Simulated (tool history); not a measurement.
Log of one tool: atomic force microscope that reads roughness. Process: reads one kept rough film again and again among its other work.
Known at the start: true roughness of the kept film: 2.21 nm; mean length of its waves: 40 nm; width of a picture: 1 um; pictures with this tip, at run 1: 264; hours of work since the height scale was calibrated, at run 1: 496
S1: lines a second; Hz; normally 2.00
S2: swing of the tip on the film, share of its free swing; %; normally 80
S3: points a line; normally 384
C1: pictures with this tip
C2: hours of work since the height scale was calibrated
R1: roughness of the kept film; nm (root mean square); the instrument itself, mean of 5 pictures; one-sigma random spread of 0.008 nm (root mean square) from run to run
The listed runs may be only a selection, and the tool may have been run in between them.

Run 1, day 0.000: usual settings; C1 264; C2 496. Result: R1 1.634 nm (root mean square).
Run 2, day 0.842: usual settings; C1 291; C2 507. Result: R1 1.621 nm (root mean square).
At day 1.867: new tip fitted.
Run 3, day 1.867: usual settings; C1 0; C2 519. Result: R1 1.758 nm (root mean square).
Run 4, day 3.150: usual settings; C1 41; C2 535. Result: R1 1.733 nm (root mean square).
Run 5, day 3.900: usual settings; C1 65; C2 544. Result: R1 1.724 nm (root mean square).
Run 6, day 4.704: usual settings; C1 92; C2 554. Result: R1 1.692 nm (root mean square).
Run 7, day 5.438: usual settings but S3 411; C1 115; C2 563. Result: R1 1.692 nm (root mean square).
Run 8, day 6.879: usual settings but S3 411; C1 162; C2 580. Result: R1 1.671 nm (root mean square).
Run 9, day 8.283: usual settings but S3 411; C1 207; C2 597. Result: R1 1.645 nm (root mean square).
Run 10, day 9.121: usual settings but S3 411; C1 234; C2 608. Result: R1 1.637 nm (root mean square).
Run 11, day 10.521: usual settings but S2 58 %, S3 411; C1 279; C2 625. Result: R1 1.882 nm (root mean square).
Run 12, day 11.688: usual settings but S3 463; C1 317; C2 639. Result: R1 1.603 nm (root mean square).
At day 11.988: new tip fitted.
Run 13, day 12.979: usual settings but S2 77 %; C1 32; C2 654. Result: R1 1.784 nm (root mean square).
Run 14, day 14.238: usual settings but S2 77 %; C1 73; C2 670. Result: R1 1.763 nm (root mean square).
Run 15, day 15.446: usual settings but S2 77 %; C1 112; C2 685. Result: R1 1.732 nm (root mean square).
Run 16, day 16.767: usual settings but S2 77 %; C1 155; C2 701. Result: R1 1.710 nm (root mean square).
Run 17, day 17.796: usual settings but S2 77 %; C1 188; C2 713. Result: R1 1.703 nm (root mean square).
Run 18, day 18.558: usual settings; C1 213; C2 723. Result: R1 1.660 nm (root mean square).
Run 19, day 19.392: usual settings but S2 63 %; C1 240; C2 733. Result: R1 1.853 nm (root mean square).
Run 20, day 20.308: usual settings but S2 63 %; C1 269; C2 744. Result: R1 1.838 nm (root mean square).
Run 21, day 21.700: usual settings but S2 63 %; C1 314; C2 761. Result: R1 1.800 nm (root mean square).
At day 22.067: new tip fitted.
Run 22, day 22.925: usual settings but S2 63 %; C1 28; C2 776. Result: R1 1.976 nm (root mean square).
Run 23, day 23.562: usual settings but S3 258; C1 49; C2 783. Result: R1 1.729 nm (root mean square).
Run 24, day 24.258: usual settings but S3 258; C1 71; C2 792. Result: R1 1.718 nm (root mean square).
Run 25, day 25.517: usual settings but S1 0.73 Hz, S3 462; C1 112; C2 807. Result: R1 1.943 nm (root mean square).
Run 26, day 26.512: usual settings but S1 1.00 Hz, S2 57 %; C1 144; C2 819. Result: R1 2.005 nm (root mean square).
Run 27, day 27.825: usual settings but S1 0.88 Hz, S2 69 %, S3 1021; C1 186; C2 835. Result: R1 1.953 nm (root mean square).
Run 28, day 28.408: usual settings but S2 61 %, S3 776; C1 205; C2 843. Result: R1 1.890 nm (root mean square).
Run 29, day 29.417: usual settings but S1 1.47 Hz, S2 61 %, S3 402; C1 238; C2 855. Result: R1 1.926 nm (root mean square).
Run 30, day 30.112: usual settings but S1 1.88 Hz, S2 64 %, S3 512; C1 261; C2 863. Result: R1 1.834 nm (root mean square).
Run 31, day 31.129: usual settings but S1 1.88 Hz, S2 64 %, S3 512; C1 293; C2 876. Result: R1 1.836 nm (root mean square).
At day 32.108: new tip fitted.
Run 32, day 32.575: usual settings but S1 0.75 Hz, S2 64 %, S3 360; C1 15; C2 893. Result: R1 2.091 nm (root mean square).
Run 33, day 33.712: usual settings but S3 422; C1 52; C2 907. Result: R1 1.732 nm (root mean square).
Run 34, day 34.758: usual settings but S2 83 %, S3 1012; C1 86; C2 920. Result: R1 1.687 nm (root mean square).
Run 35, day 35.392: usual settings but S2 77 %, S3 643; C1 107; C2 928. Result: R1 1.778 nm (root mean square).
Run 36, day 36.304: usual settings but S1 0.78 Hz; C1 136; C2 939. Result: R1 1.912 nm (root mean square).
Run 37, day 37.667: usual settings but S1 3.84 Hz; C1 180; C2 955. Result: R1 1.419 nm (root mean square).
Run 38, day 38.529: usual settings but S1 0.97 Hz, S3 370; C1 208; C2 966. Result: R1 1.838 nm (root mean square).
Run 39, day 39.846: usual settings but S2 90 %, S3 727; C1 250; C2 982. Result: R1 1.474 nm (root mean square).
Run 40, day 40.762: usual settings but S3 921; C1 280; C2 993. Result: R1 1.639 nm (root mean square).
Run 41, day 41.375: usual settings but S3 359; C1 300; C2 1001. Result: R1 1.609 nm (root mean square).
Run 42, day 42.062: usual settings but S2 64 %; C1 322; C2 1009. Result: R1 1.795 nm (root mean square).
At day 42.196: new tip fitted.
Run 43, day 42.671: usual settings but S1 3.60 Hz, S2 64 %; C1 15; C2 1016. Result: R1 1.856 nm (root mean square).
Run 44, day 43.404: usual settings but S1 3.60 Hz, S2 67 %, S3 257; C1 39; C2 1025. Result: R1 1.780 nm (root mean square).
Run 45, day 44.571: usual settings but S1 3.60 Hz, S2 67 %, S3 257; C1 76; C2 1039. Result: R1 1.747 nm (root mean square).

For each run, the measured value with the value that run would have given without the tool's hidden condition subtracted. The run-to-run variation is shared by both, the gauge scatter possibly not:
The tool's hidden condition here consists of: radius of the tip, nm; height scale over the true one, %; drift of the gauge itself on roughness_nm, %.
run      R1
  1  -0.117
  2  -0.128
  3  +0.011
  4  -0.011
  5  -0.024
  6  -0.037
  7  -0.049
  8  -0.070
  9  -0.090
 10  -0.102
 11  -0.142
 12  -0.137
 13  -0.005
 14  -0.026
 15  -0.045
 16  -0.069
 17  -0.086
 18  -0.096
 19  -0.122
 20  -0.137
 21  -0.159
 22  +0.002
 23  -0.010
 24  -0.019
 25  -0.043
 26  -0.065
 27  -0.088
 28  -0.096
 29  -0.115
 30  -0.123
 31  -0.141
 32  +0.013
 33  -0.008
 34  -0.024
 35  -0.037
 36  -0.058
 37  -0.061
 38  -0.095
 39  -0.095
 40  -0.120
 41  -0.128
 42  -0.155
 43  +0.015
 44  +0.003
 45  -0.016

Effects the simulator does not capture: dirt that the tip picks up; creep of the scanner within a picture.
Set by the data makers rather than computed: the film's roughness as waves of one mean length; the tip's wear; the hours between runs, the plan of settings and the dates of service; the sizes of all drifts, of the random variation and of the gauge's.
